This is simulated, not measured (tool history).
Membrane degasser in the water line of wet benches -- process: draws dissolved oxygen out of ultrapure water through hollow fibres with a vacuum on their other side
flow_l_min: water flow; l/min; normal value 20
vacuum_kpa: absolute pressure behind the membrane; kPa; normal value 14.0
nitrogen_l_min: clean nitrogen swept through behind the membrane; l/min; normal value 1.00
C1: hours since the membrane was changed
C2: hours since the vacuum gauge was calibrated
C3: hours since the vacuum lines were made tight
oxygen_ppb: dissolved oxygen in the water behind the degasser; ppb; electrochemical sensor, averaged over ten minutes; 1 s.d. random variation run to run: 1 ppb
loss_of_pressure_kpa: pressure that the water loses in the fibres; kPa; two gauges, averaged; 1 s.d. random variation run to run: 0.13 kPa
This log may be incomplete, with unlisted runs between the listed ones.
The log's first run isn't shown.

Run 2, day 3.383: usual settings; C1 1990; C2 5775; C3 12759. Result: oxygen_ppb 528.2 ppb, loss_of_pressure_kpa 48.70 kPa.
Run 3, day 5.888: usual settings; C1 2050; C2 5835; C3 12819. Result: oxygen_ppb 530.0 ppb, loss_of_pressure_kpa 48.69 kPa.
Run 4, day 10.654: usual settings; C1 2164; C2 5950; C3 12934. Result: oxygen_ppb 527.5 ppb, loss_of_pressure_kpa 48.65 kPa.
At day 12.225: seals of the vacuum lines changed.
Run 5, day 16.033: usual settings; C1 2291; C2 6077; C3 91. Result: oxygen_ppb 524.0 ppb, loss_of_pressure_kpa 48.70 kPa.
Run 6, day 21.154: usual settings but flow_l_min 19 l/min; C1 2414; C2 6200; C3 214. Result: oxygen_ppb 495.9 ppb, loss_of_pressure_kpa 46.16 kPa.
Run 7, day 24.488: usual settings but nitrogen_l_min 0.77 l/min; C1 2494; C2 6280; C3 294. Result: oxygen_ppb 633.9 ppb, loss_of_pressure_kpa 48.63 kPa.
Run 8, day 28.575: usual settings but nitrogen_l_min 0.77 l/min; C1 2592; C2 6378; C3 392. Result: oxygen_ppb 634.2 ppb, loss_of_pressure_kpa 48.79 kPa.
Run 9, day 33.612: usual settings; C1 2713; C2 6499; C3 513. Result: oxygen_ppb 526.4 ppb, loss_of_pressure_kpa 48.79 kPa.
Run 10, day 37.158: usual settings; C1 2798; C2 6584; C3 598. Result: oxygen_ppb 525.3 ppb, loss_of_pressure_kpa 48.61 kPa.
At day 38.621: vacuum gauge calibrated.
Run 11, day 40.188: usual settings; C1 2871; C2 38; C3 671. Result: oxygen_ppb 526.0 ppb, loss_of_pressure_kpa 48.57 kPa.
Run 12, day 43.017: usual settings; C1 2939; C2 106; C3 738. Result: oxygen_ppb 524.9 ppb, loss_of_pressure_kpa 48.59 kPa.
Run 13, day 47.938: usual settings; C1 3057; C2 224; C3 857. Result: oxygen_ppb 525.4 ppb, loss_of_pressure_kpa 48.83 kPa.
Run 14, day 52.825: usual settings; C1 3174; C2 341; C3 974. Result: oxygen_ppb 527.0 ppb, loss_of_pressure_kpa 48.65 kPa.
Run 15, day 55.071: usual settings but nitrogen_l_min 1.32 l/min; C1 3228; C2 395; C3 1028. Result: oxygen_ppb 430.0 ppb, loss_of_pressure_kpa 48.82 kPa.
Run 16, day 57.896: usual settings but vacuum_kpa 24.9 kPa, nitrogen_l_min 1.32 l/min; C1 3296; C2 463; C3 1096. Result: oxygen_ppb 760.8 ppb, loss_of_pressure_kpa 48.80 kPa.
Run 17, day 61.871: usual settings but vacuum_kpa 24.9 kPa, nitrogen_l_min 1.32 l/min; C1 3391; C2 558; C3 1191. Result: oxygen_ppb 760.1 ppb, loss_of_pressure_kpa 48.71 kPa.
At day 65.458: vacuum gauge calibrated, once more.
Run 18, day 65.542: usual settings but nitrogen_l_min 0.89 l/min; C1 3479; C2 2; C3 1279. Result: oxygen_ppb 569.3 ppb, loss_of_pressure_kpa 48.55 kPa.
Run 19, day 68.175: usual settings but flow_l_min 19 l/min, nitrogen_l_min 1.20 l/min; C1 3542; C2 65; C3 1342. Result: oxygen_ppb 431.9 ppb, loss_of_pressure_kpa 46.46 kPa.
Run 20, day 72.725: usual settings but flow_l_min 12 l/min, vacuum_kpa 12.5 kPa, nitrogen_l_min 1.20 l/min; C1 3651; C2 174; C3 1451. Result: oxygen_ppb 227.0 ppb, loss_of_pressure_kpa 29.29 kPa.
Run 21, day 75.938: usual settings but flow_l_min 12 l/min, vacuum_kpa 12.5 kPa, nitrogen_l_min 1.20 l/min; C1 3728; C2 251; C3 1528. Result: oxygen_ppb 226.0 ppb, loss_of_pressure_kpa 29.29 kPa.
Run 22, day 79.088: usual settings but flow_l_min 15 l/min, vacuum_kpa 12.5 kPa, nitrogen_l_min 1.93 l/min; C1 3804; C2 327; C3 1604. Result: oxygen_ppb 197.2 ppb, loss_of_pressure_kpa 36.67 kPa.

Expected results for the next run?
Run 23, day 83.150: usual settings but vacuum_kpa 11.2 kPa, nitrogen_l_min 2.26 l/min; C1 3901; C2 425; C3 1701. Result: oxygen_ppb ?, loss_of_pressure_kpa ?.

{"run 23": {"oxygen_ppb": 236.4, "loss_of_pressure_kpa": 48.61}}
Were there no unlogged condition in the tool, this run, its random variation unchanged, would have produced oxygen_ppb 233.4 ppb, loss_of_pressure_kpa 48.18 kPa.
